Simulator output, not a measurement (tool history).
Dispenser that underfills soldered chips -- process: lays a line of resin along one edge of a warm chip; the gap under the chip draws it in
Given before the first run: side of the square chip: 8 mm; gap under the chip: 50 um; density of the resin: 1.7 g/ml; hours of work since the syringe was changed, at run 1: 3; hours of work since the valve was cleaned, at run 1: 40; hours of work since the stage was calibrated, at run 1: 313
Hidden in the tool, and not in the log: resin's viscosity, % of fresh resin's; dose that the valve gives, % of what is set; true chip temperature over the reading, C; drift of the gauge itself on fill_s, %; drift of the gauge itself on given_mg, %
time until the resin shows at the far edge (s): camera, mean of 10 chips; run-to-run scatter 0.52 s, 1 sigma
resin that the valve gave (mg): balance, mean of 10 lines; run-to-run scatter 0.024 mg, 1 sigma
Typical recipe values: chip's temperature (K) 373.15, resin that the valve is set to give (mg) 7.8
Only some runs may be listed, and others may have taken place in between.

run,hour,chip's temperature (K),resin that the valve is set to give (mg),hours of work since the syringe was changed,hours of work since the valve was cleaned,hours of work since the stage was calibrated,time until the resin shows at the far edge (s),resin that the valve gave (mg)
1,0,373.15,7.8,3,40,313,47.3,7.53
# hour 4.9: new syringe of resin
2,10.9,361.15,7.8,4,48,321,74.7,7.43
# hour 13.5: new syringe of resin
3,19.3,361.15,7.8,4,54,326,74.4,7.41
# hour 22.2: new syringe of resin
4,29,361.15,7.8,5,60,333,77.4,7.3
# hour 30.8: new syringe of resin
5,35,373.15,7.8,3,64,337,48.1,7.33
# hour 39.5: new syringe of resin
# hour 41.4: dispensing valve cleaned and set on the balance
6,47.2,373.15,7.8,5,4,345,51.6,7.76
# hour 49.2: new syringe of resin
7,57.3,373.15,7.8,6,11,352,53.6,7.73
# hour 58.5: new syringe of resin
8,62.7,373.15,7.8,3,15,355,47.8,7.68
# hour 67.3: new syringe of resin
9,71.3,373.15,7.11,3,20,361,47.2,7
# hour 76.6: new syringe of resin
10,82.2,373.15,7.8,4,28,368,48.4,7.61
# hour 85.9: new syringe of resin
11,88.4,373.15,7.8,2,32,373,42.7,7.54
# hour 94.5: new syringe of resin
12,99.1,373.15,8.91,3,39,380,45.5,8.54
# hour 103.3: new syringe of resin
13,109.7,373.15,8.91,5,47,387,50,8.51
# hour 111.8: new syringe of resin
14,117,373.15,9.61,4,52,392,46.6,9.13
# hour 120.4: new syringe of resin
15,122.9,373.15,9.61,2,55,396,41.7,9.11
# hour 129.5: new syringe of resin
16,130,373.15,9.61,0,60,401,39.8,9.01
# hour 138.2: new syringe of resin
# hour 142: dispensing valve cleaned and set on the balance
17,143.3,373.15,9.81,3,1,409,44.5,9.73
# hour 148.1: new syringe of resin
18,152.8,383.15,8.5,3,7,416,32.7,8.42
# hour 157: new syringe of resin
19,162.2,383.15,8.5,4,14,422,33.8,8.35
# hour 165.6: new syringe of resin
20,172.7,383.15,8.88,5,21,429,37,8.65
# hour 174.2: new syringe of resin
# hour 183.6: new syringe of resin
21,184.6,382.15,9.83,1,29,437,28.7,9.55
22,190.1,378.15,7.91,5,33,441,41.8,7.64
# hour 192.7: new syringe of resin
23,196.5,386.15,7.05,3,37,445,31.7,6.73
# hour 201.6: new syringe of resin
24,204.5,378.15,7.93,2,42,451,37.5,7.58
# hour 210.5: new syringe of resin
25,213.8,382.15,7.8,2,49,457,33.2,7.42
# hour 219.7: new syringe of resin
26,225.9,377.15,7.44,4,57,466,45.5,7.01
# hour 228.2: new syringe of resin
27,232.5,367.15,10.02,3,62,470,54.7,9.42
# hour 236.7: new syringe of resin
28,238.4,375.15,9.05,1,65,474,37.7,8.38
# hour 242.7: dispensing valve cleaned and set on the balance
# hour 246.8: new syringe of resin
29,251.5,374.15,7.28,3,6,482,45.7,7.24
# hour 255.3: new syringe of resin
30,261,374.15,7.28,4,12,489,47.2,7.19
# hour 264.3: new syringe of resin
# hour 273.3: new syringe of resin
31,273.8,376.15,7.28,0,21,497,35.2,7.17
# hour 282.3: new syringe of resin
32,282.7,384.15,8.42,0,27,503,26.8,8.18
# hour 290.8: new syringe of resin
33,290.8,372.15,9.89,0,33,509,38.6,9.57
34,298.4,366.15,7.8,5,38,514,64.2,7.49

Forecast each of these 4 alternatives for the next run:
# hour 299.4: new syringe of resin
# hour 308.1: new syringe of resin
A,308.9,375.15,8.88,1,45,521,?,?
# hour 299.4: new syringe of resin
# hour 308.1: new syringe of resin
B,308.9,367.15,8.58,1,45,521,?,?
# hour 299.4: new syringe of resin
# hour 308.1: new syringe of resin
C,308.9,361.15,7.3,1,45,521,?,?
# hour 299.4: new syringe of resin
# hour 308.1: new syringe of resin
D,308.9,378.15,10,1,45,521,?,?

run,time until the resin shows at the far edge (s),resin that the valve gave (mg)
A,35.6,8.53
B,47.7,8.23
C,60.6,7.02
D,32.4,9.56
With no hidden state in the tool, these same runs would have given:
run,time until the resin shows at the far edge (s),resin that the valve gave (mg)
A,38.8,8.9
B,52.2,8.59
C,66.2,7.32
D,35.3,9.98
